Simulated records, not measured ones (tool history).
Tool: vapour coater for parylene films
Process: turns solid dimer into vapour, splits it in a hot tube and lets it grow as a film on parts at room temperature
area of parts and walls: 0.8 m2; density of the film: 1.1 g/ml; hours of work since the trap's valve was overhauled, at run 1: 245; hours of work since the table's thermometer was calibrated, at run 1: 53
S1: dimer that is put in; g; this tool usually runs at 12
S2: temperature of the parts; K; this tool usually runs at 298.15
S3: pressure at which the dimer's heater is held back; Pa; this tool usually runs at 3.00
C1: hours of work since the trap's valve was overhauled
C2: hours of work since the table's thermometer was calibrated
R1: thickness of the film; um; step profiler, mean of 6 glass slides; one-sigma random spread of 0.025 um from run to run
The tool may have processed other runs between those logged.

Run 1, hour 0.0: usual settings; C1 245; C2 53. Result: R1 6.99 um.
Run 2, hour 15.3: usual settings; C1 256; C2 64. Result: R1 6.97 um.
Run 3, hour 27.3: usual settings; C1 265; C2 73. Result: R1 6.91 um.
Run 4, hour 39.0: usual settings; C1 274; C2 81. Result: R1 6.90 um.
Run 5, hour 53.3: usual settings; C1 284; C2 92. Result: R1 6.91 um.
Run 6, hour 63.0: usual settings; C1 291; C2 99. Result: R1 6.89 um.
Run 7, hour 75.2: usual settings; C1 300; C2 108. Result: R1 6.89 um.
At hour 94.5: trap's valve overhauled.
Run 8, hour 97.0: usual settings; C1 2; C2 121. Result: R1 6.88 um.
Run 9, hour 106.7: usual settings; C1 9; C2 128. Result: R1 6.89 um.
Run 10, hour 121.8: usual settings; C1 20; C2 139. Result: R1 6.85 um.
Run 11, hour 133.5: usual settings but S2 291.15 K; C1 29; C2 147. Result: R1 8.35 um.
Run 12, hour 149.6: usual settings but S2 291.15 K; C1 40; C2 159. Result: R1 8.26 um.
At hour 157.8: gauge calibrated.
Run 13, hour 162.5: usual settings; C1 50; C2 169. Result: R1 7.01 um.
Run 14, hour 178.3: usual settings; C1 61; C2 180. Result: R1 6.98 um.
Run 15, hour 188.5: usual settings; C1 69; C2 188. Result: R1 6.96 um.
Run 16, hour 205.7: usual settings; C1 81; C2 200. Result: R1 6.91 um.
Run 17, hour 214.9: usual settings but S2 297.15 K; C1 88; C2 207. Result: R1 7.18 um.
Run 18, hour 229.4: usual settings; C1 99; C2 218. Result: R1 6.92 um.
Run 19, hour 241.4: usual settings; C1 108; C2 226. Result: R1 6.92 um.
Run 20, hour 254.6: usual settings; C1 117; C2 236. Result: R1 6.92 um.
Run 21, hour 269.5: usual settings; C1 128; C2 247. Result: R1 6.87 um.
Run 22, hour 287.0: usual settings; C1 141; C2 260. Result: R1 6.83 um.
Run 23, hour 301.1: usual settings; C1 151; C2 270. Result: R1 6.80 um.
Run 24, hour 314.4: usual settings; C1 161; C2 280. Result: R1 6.85 um.
Run 25, hour 326.5: usual settings; C1 170; C2 289. Result: R1 6.80 um.
Run 26, hour 343.4: usual settings; C1 182; C2 301. Result: R1 6.76 um.
Run 27, hour 354.8: usual settings; C1 191; C2 309. Result: R1 6.77 um.
Run 28, hour 364.4: usual settings but S1 16 g, S2 293.15 K, S3 3.66 Pa; C1 198; C2 316. Result: R1 10.15 um.
Run 29, hour 375.0: usual settings but S1 11 g; C1 205; C2 324. Result: R1 6.18 um.
Run 30, hour 385.0: usual settings but S1 16 g, S2 305.15 K; C1 213; C2 332. Result: R1 7.35 um.
Run 31, hour 401.4: usual settings but S1 10 g, S2 292.15 K; C1 225; C2 344. Result: R1 6.59 um.
Run 32, hour 410.2: usual settings but S1 8 g, S2 301.15 K, S3 8.69 Pa; C1 231; C2 350. Result: R1 3.70 um.
Run 33, hour 422.6: usual settings but S1 7 g, S2 291.15 K; C1 240; C2 359. Result: R1 4.74 um.
At hour 437.9: gauge calibrated.
Run 34, hour 440.3: usual settings but S1 13 g, S3 5.07 Pa; C1 253; C2 372. Result: R1 7.14 um.
Run 35, hour 450.5: usual settings but S1 13 g, S3 5.07 Pa; C1 261; C2 379. Result: R1 7.15 um.
Run 36, hour 465.4: usual settings but S1 13 g, S3 5.07 Pa; C1 272; C2 390. Result: R1 7.19 um.
Run 37, hour 474.6: usual settings but S1 17 g, S2 297.15 K, S3 9.23 Pa; C1 278; C2 397. Result: R1 9.05 um.
Run 38, hour 488.8: usual settings but S1 6 g, S2 291.15 K, S3 9.40 Pa; C1 289; C2 408. Result: R1 3.77 um.
Run 39, hour 503.4: usual settings but S1 6 g, S2 291.15 K, S3 9.40 Pa; C1 299; C2 418. Result: R1 3.78 um.
Run 40, hour 513.1: usual settings but S1 6 g, S2 291.15 K, S3 9.40 Pa; C1 306; C2 425. Result: R1 3.76 um.
At hour 523.7: trap's valve overhauled.
Run 41, hour 525.4: usual settings but S1 6 g, S2 291.15 K, S3 9.40 Pa; C1 1; C2 431. Result: R1 3.77 um.
Run 42, hour 536.6: usual settings but S1 6 g, S2 291.15 K, S3 9.40 Pa; C1 9; C2 440. Result: R1 3.74 um.
Run 43, hour 544.2: usual settings but S1 6 g, S2 290.15 K, S3 11.04 Pa; C1 15; C2 445. Result: R1 3.81 um.
Run 44, hour 561.5: usual settings but S1 6 g, S2 306.15 K, S3 4.23 Pa; C1 28; C2 458. Result: R1 2.65 um.
Run 45, hour 575.7: usual settings but S1 8 g, S2 306.15 K, S3 8.98 Pa; C1 38; C2 468. Result: R1 3.28 um.
Run 46, hour 590.7: usual settings but S1 8 g, S2 306.15 K, S3 8.98 Pa; C1 49; C2 479. Result: R1 3.25 um.
Run 47, hour 608.2: usual settings but S1 8 g, S2 306.15 K, S3 8.98 Pa; C1 62; C2 492. Result: R1 3.27 um.

4 options for the next run, each taken on its own from the tool as it stands now. Forecast them:
Run A, hour 618.6: usual settings but S1 8 g, S3 5.09 Pa; C1 69; C2 500. Result: R1 ?.
Run B, hour 618.6: usual settings but S1 8 g, S2 306.15 K, S3 2.59 Pa; C1 69; C2 500. Result: R1 ?.
Run C, hour 618.6: usual settings but S1 10 g, S3 7.98 Pa; C1 69; C2 500. Result: R1 ?.
Run D, hour 618.6: usual settings but S1 17 g, S2 290.15 K, S3 2.25 Pa; C1 69; C2 500. Result: R1 ?.

run     R1
  A   4.27
  B   3.66
  C   5.15
  D  12.35
Had the tool no hidden state, the same runs would have come out as:
run     R1
  A   4.41
  B   3.78
  C   5.31
  D  12.74
